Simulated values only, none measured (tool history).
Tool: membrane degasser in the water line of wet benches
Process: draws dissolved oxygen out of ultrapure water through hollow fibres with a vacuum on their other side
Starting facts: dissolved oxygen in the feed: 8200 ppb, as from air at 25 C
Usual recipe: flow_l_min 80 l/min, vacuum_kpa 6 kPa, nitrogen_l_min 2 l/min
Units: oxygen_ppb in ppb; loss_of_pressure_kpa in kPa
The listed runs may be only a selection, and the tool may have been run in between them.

Run 1, hour 0: usual settings. Result: oxygen_ppb 256.9 ppb, loss_of_pressure_kpa 60.94 kPa.
Run 2, hour 95.6: usual settings. Result: oxygen_ppb 259 ppb, loss_of_pressure_kpa 61.03 kPa.
Run 3, hour 164.4: usual settings but nitrogen_l_min 5.79 l/min. Result: oxygen_ppb 127.3 ppb, loss_of_pressure_kpa 61.22 kPa.
Run 4, hour 249.7: usual settings but nitrogen_l_min 5.79 l/min. Result: oxygen_ppb 127.5 ppb, loss_of_pressure_kpa 61.08 kPa.
Run 5, hour 301.5: usual settings. Result: oxygen_ppb 262 ppb, loss_of_pressure_kpa 60.99 kPa.
Run 6, hour 353.9: usual settings. Result: oxygen_ppb 257.2 ppb, loss_of_pressure_kpa 60.93 kPa.
Run 7, hour 408.1: usual settings. Result: oxygen_ppb 258.3 ppb, loss_of_pressure_kpa 60.89 kPa.
Run 8, hour 452.8: usual settings but flow_l_min 54 l/min, vacuum_kpa 4.95 kPa, nitrogen_l_min 3.61 l/min. Result: oxygen_ppb 66 ppb, loss_of_pressure_kpa 40.96 kPa.
Run 9, hour 539.3: usual settings but flow_l_min 54 l/min, vacuum_kpa 4.95 kPa, nitrogen_l_min 3.61 l/min. Result: oxygen_ppb 65 ppb, loss_of_pressure_kpa 41.13 kPa.
Run 10, hour 630.1: usual settings but flow_l_min 54 l/min, vacuum_kpa 4.95 kPa, nitrogen_l_min 3.61 l/min. Result: oxygen_ppb 64.7 ppb, loss_of_pressure_kpa 40.84 kPa.
Run 11, hour 717.4: usual settings but vacuum_kpa 6.9 kPa, nitrogen_l_min 1.1 l/min. Result: oxygen_ppb 479.7 ppb, loss_of_pressure_kpa 61.19 kPa.
Run 12, hour 763.4: usual settings but vacuum_kpa 6.9 kPa, nitrogen_l_min 1.1 l/min. Result: oxygen_ppb 480.8 ppb, loss_of_pressure_kpa 60.85 kPa.
Run 13, hour 806.6: usual settings but flow_l_min 106 l/min, nitrogen_l_min 1.94 l/min. Result: oxygen_ppb 384.6 ppb, loss_of_pressure_kpa 80.6 kPa.
Run 14, hour 874.7: usual settings but flow_l_min 64 l/min, vacuum_kpa 10.89 kPa. Result: oxygen_ppb 503 ppb, loss_of_pressure_kpa 48.85 kPa.

4 ways to go on from here, each from the tool as it stands after run 14. What would each give?
Run A, hour 918.6: usual settings but flow_l_min 57 l/min, vacuum_kpa 3.9 kPa, nitrogen_l_min 1.8 l/min. Result: oxygen_ppb ?, loss_of_pressure_kpa ?.
Run B, hour 918.6: usual settings but flow_l_min 64 l/min, vacuum_kpa 9.72 kPa. Result: oxygen_ppb ?, loss_of_pressure_kpa ?.
Run C, hour 918.6: usual settings but flow_l_min 110 l/min, vacuum_kpa 6.52 kPa, nitrogen_l_min 5.44 l/min. Result: oxygen_ppb ?, loss_of_pressure_kpa ?.
Run D, hour 918.6: usual settings but flow_l_min 61 l/min, vacuum_kpa 7.1 kPa. Result: oxygen_ppb ?, loss_of_pressure_kpa ?.

run  oxygen_ppb  loss_of_pressure_kpa
  A        53.7                 43.62
  B       425.2                 48.73
  C       275.7                 83.99
  D       252.4                 46.22
Without the tool's hidden state the same runs would have given:
run  oxygen_ppb  loss_of_pressure_kpa
  A        53.6                 43.62
  B       425.1                 48.73
  C       275.7                 83.98
  D       252.3                 46.22

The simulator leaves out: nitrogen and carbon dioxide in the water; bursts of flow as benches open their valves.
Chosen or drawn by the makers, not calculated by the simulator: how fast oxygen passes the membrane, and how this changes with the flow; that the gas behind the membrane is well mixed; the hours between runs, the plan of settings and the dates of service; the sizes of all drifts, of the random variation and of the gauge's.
